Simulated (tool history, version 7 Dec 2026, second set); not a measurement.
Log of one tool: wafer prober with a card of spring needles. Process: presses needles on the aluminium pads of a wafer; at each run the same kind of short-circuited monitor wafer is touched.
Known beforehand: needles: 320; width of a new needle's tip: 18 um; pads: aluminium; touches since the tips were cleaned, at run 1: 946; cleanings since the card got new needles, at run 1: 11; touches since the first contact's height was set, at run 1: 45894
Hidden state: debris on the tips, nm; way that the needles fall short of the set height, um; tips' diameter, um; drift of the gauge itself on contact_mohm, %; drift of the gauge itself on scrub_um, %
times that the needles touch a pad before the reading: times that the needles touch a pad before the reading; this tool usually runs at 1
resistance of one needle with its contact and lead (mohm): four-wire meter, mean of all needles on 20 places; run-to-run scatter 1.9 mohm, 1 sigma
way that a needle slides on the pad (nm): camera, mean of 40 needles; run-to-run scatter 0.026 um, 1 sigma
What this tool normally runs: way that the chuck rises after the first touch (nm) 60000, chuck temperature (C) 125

| run | hour | way that the chuck rises after the first touch (nm) | chuck temperature (C) | times that the needles touch a pad before the reading | touches since the tips were cleaned | cleanings since the card got new needles | touches since the first contact's height was set | resistance of one needle with its contact and lead (mohm) | way that a needle slides on the pad (nm) |
|---|---|---|---|---|---|---|---|---|---|
| 1 | 0.0 | 60000 | 125 | 1 | 946 | 11 | 45894 | 234 | 10550 |
|  | 17.8 | tips cleaned on abrasive film |
|  | 40.5 | tips cleaned on abrasive film |
| 2 | 40.5 | 60000 | 125 | 1 | 0 | 13 | 52151 | 209 | 10480 |
|  | 65.3 | tips cleaned on abrasive film |
| 3 | 81.1 | 60000 | 125 | 1 | 2462 | 14 | 58438 | 262 | 10530 |
|  | 90.6 | tips cleaned on abrasive film |
| 4 | 99.0 | 60000 | 125 | 1 | 1309 | 15 | 61200 | 246 | 10520 |
|  | 114.9 | tips cleaned on abrasive film |
| 5 | 117.6 | 60000 | 125 | 1 | 410 | 16 | 64065 | 221 | 10490 |
|  | 138.0 | tips cleaned on abrasive film |
| 6 | 144.1 | 53000 | 125 | 1 | 941 | 17 | 68168 | 257 | 9260 |
|  | 162.8 | tips cleaned on abrasive film |
| 7 | 168.7 | 53000 | 125 | 1 | 926 | 18 | 71975 | 255 | 9210 |
|  | 185.7 | tips cleaned on abrasive film |
| 8 | 205.4 | 53000 | 125 | 1 | 3066 | 19 | 77652 | 293 | 9250 |
|  | 208.5 | tips cleaned on abrasive film |
| 9 | 226.3 | 57000 | 125 | 2 | 2763 | 20 | 80876 | 248 | 9910 |
|  | 231.0 | tips cleaned on abrasive film |
| 10 | 245.9 | 72000 | 125 | 2 | 2316 | 21 | 83902 | 217 | 12530 |
|  | 254.9 | tips cleaned on abrasive film |
| 11 | 271.1 | 76000 | 28 | 2 | 2523 | 22 | 87804 | 203 | 13250 |
|  | 277.9 | tips cleaned on abrasive film |
| 12 | 298.3 | 49000 | 125 | 2 | 3158 | 23 | 92006 | 275 | 8470 |
|  | 303.2 | tips cleaned on abrasive film |
| 13 | 321.6 | 49000 | 125 | 2 | 2856 | 24 | 95606 | 273 | 8480 |
|  | 327.5 | tips cleaned on abrasive film |
|  | 351.3 | tips cleaned on abrasive film |
| 14 | 358.1 | 78000 | 125 | 1 | 1057 | 26 | 101238 | 215 | 13630 |
|  | 373.7 | tips cleaned on abrasive film |
| 15 | 379.0 | 78000 | 125 | 1 | 823 | 27 | 104474 | 213 | 13580 |
|  | 396.3 | tips cleaned on abrasive film |
| 16 | 414.0 | 50000 | 41 | 1 | 2750 | 28 | 109885 | 291 | 8560 |

Forecast each of these 5 alternatives for the next run:
|  | 418.8 | tips cleaned on abrasive film |
|  | 442.3 | tips cleaned on abrasive film |
| A | 444.6 | 60000 | 103 | 1 | 344 | 30 | 114599 | ? | ? |
|  | 418.8 | tips cleaned on abrasive film |
|  | 442.3 | tips cleaned on abrasive film |
| B | 444.6 | 77000 | 120 | 1 | 344 | 30 | 114599 | ? | ? |
|  | 418.8 | tips cleaned on abrasive film |
|  | 442.3 | tips cleaned on abrasive film |
| C | 444.6 | 44000 | 41 | 2 | 344 | 30 | 114599 | ? | ? |
|  | 418.8 | tips cleaned on abrasive film |
|  | 442.3 | tips cleaned on abrasive film |
| D | 444.6 | 45000 | 30 | 1 | 344 | 30 | 114599 | ? | ? |
|  | 418.8 | tips cleaned on abrasive film |
|  | 442.3 | tips cleaned on abrasive film |
| E | 444.6 | 50000 | 50 | 1 | 344 | 30 | 114599 | ? | ? |

| run | resistance of one needle with its contact and lead (mohm) | way that a needle slides on the pad (nm) |
|---|---|---|
| A | 224 | 10370 |
| B | 205 | 13370 |
| C | 217 | 7570 |
| D | 226 | 7750 |
| E | 221 | 8600 |
With the hidden condition removed and each run's random variation left untouched, the same runs would have given:
| run | resistance of one needle with its contact and lead (mohm) | way that a needle slides on the pad (nm) |
|---|---|---|
| A | 206 | 10620 |
| B | 194 | 13620 |
| C | 196 | 7820 |
| D | 192 | 8000 |
| E | 195 | 8850 |
